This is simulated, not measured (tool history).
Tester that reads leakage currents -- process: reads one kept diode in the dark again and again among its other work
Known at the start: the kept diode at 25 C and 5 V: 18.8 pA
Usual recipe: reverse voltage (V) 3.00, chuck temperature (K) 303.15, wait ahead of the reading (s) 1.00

run,hour,reverse voltage (V),chuck temperature (K),wait ahead of the reading (s),current that the tester gives (pA)
1,0.0,3.00,303.15,1.00,30.49
2,83.5,3.00,303.15,1.00,30.42
3,168.4,3.00,303.15,1.00,30.55
4,260.9,3.00,309.15,1.00,44.84
5,367.2,3.00,309.15,1.00,44.62
# hour 446.7: probe card cleaned and baked
6,510.6,3.00,309.15,1.00,37.94
7,653.1,3.00,309.15,1.00,37.88
8,731.4,3.00,309.15,1.00,37.81
9,800.2,3.00,309.15,1.00,37.93
10,882.9,3.00,309.15,1.00,37.60
11,958.0,3.00,309.15,1.00,38.02
12,1106.5,3.00,309.15,0.71,38.23
13,1229.1,3.00,297.15,1.00,15.87
14,1364.0,3.91,297.15,1.00,18.47
15,1466.1,3.91,297.15,1.00,18.73
16,1560.8,1.31,303.15,0.40,17.45
17,1661.9,1.47,309.15,1.00,27.39
18,1761.3,4.43,300.15,3.25,23.96
19,1833.3,4.43,300.15,3.25,24.11
20,1943.1,8.77,303.15,1.00,45.46
21,2072.0,8.77,303.15,1.00,45.88
22,2200.4,8.77,303.15,1.00,46.47
23,2311.3,8.77,303.15,1.00,47.07
# hour 2413.0: tester calibrated
24,2423.7,3.00,303.15,1.59,25.05
25,2545.9,3.00,303.15,1.59,25.58
26,2644.8,3.00,303.15,1.59,25.59
# hour 2710.7: chuck's temperature calibrated
27,2794.5,9.76,303.15,1.00,57.26
28,2937.3,9.76,303.15,1.00,57.41
29,3059.5,5.66,303.15,0.73,42.74
30,3159.8,5.66,303.15,0.73,42.78

Some steps in current that the tester gives (pA) between neighbouring runs. How much of each would the tool show without its hidden state too (settings, what came in, random variation), and how much is left for the hidden state, with any gauge scatter that isn't in both results?
Hidden state present: stray current of the dirty probe card, pA a volt; current scale over the true one, %; true chuck temperature over the reading, C; drift of the gauge itself on leakage_pa, %.
Run 5 -> 6: probe card cleaned and baked. current that the tester gives (pA) -6.68: hidden state -7.01, all else +0.33.
Run 12 -> 13: chuck temperature (K) 309.15 -> 297.15, wait ahead of the reading (s) 0.71 -> 1.00. current that the tester gives (pA) -22.36: hidden state +1.39, all else -23.75.
Run 23 -> 24: reverse voltage (V) 8.77 -> 3.00, wait ahead of the reading (s) 1.00 -> 1.59, tester calibrated. current that the tester gives (pA) -22.02: hidden state -6.11, all else -15.91.
Run 26 -> 27: reverse voltage (V) 3.00 -> 9.76, wait ahead of the reading (s) 1.59 -> 1.00, chuck's temperature calibrated. current that the tester gives (pA) +31.67: hidden state +13.81, all else +17.86.
Run 28 -> 29: reverse voltage (V) 9.76 -> 5.66, wait ahead of the reading (s) 1.00 -> 0.73. current that the tester gives (pA) -14.67: hidden state -6.50, all else -8.17.
